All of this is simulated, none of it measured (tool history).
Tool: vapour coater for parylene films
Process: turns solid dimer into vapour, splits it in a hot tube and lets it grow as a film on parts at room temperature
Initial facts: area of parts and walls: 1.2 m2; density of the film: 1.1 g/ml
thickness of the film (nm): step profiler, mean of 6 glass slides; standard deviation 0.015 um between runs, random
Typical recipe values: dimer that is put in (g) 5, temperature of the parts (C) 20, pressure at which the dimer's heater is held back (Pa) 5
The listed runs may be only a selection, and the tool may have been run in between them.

run,hour,dimer that is put in (g),temperature of the parts (C),pressure at which the dimer's heater is held back (Pa),thickness of the film (nm)
1,0,5,20,5,1980
2,8.9,5,29,5,1480
3,21.3,5,20,5,1990
# hour 40.7: trap's valve overhauled
4,42.1,5,20,5,1930
5,53.6,5,20,5,1900
6,63,5,20,5,1910
7,75.1,5,20,5,1920
# hour 94.7: trap's valve overhauled, once more
8,95,5,20,5,2210
9,110,5,20,3.42,2280
10,131.1,2,15,2.28,1090

What will run 11 give?
11,146.1,5,13,5,?

Run 11 measured thickness of the film (nm) 2750.
Minus the tool's unlogged condition, the same run would have read thickness of the film (nm) 2820.
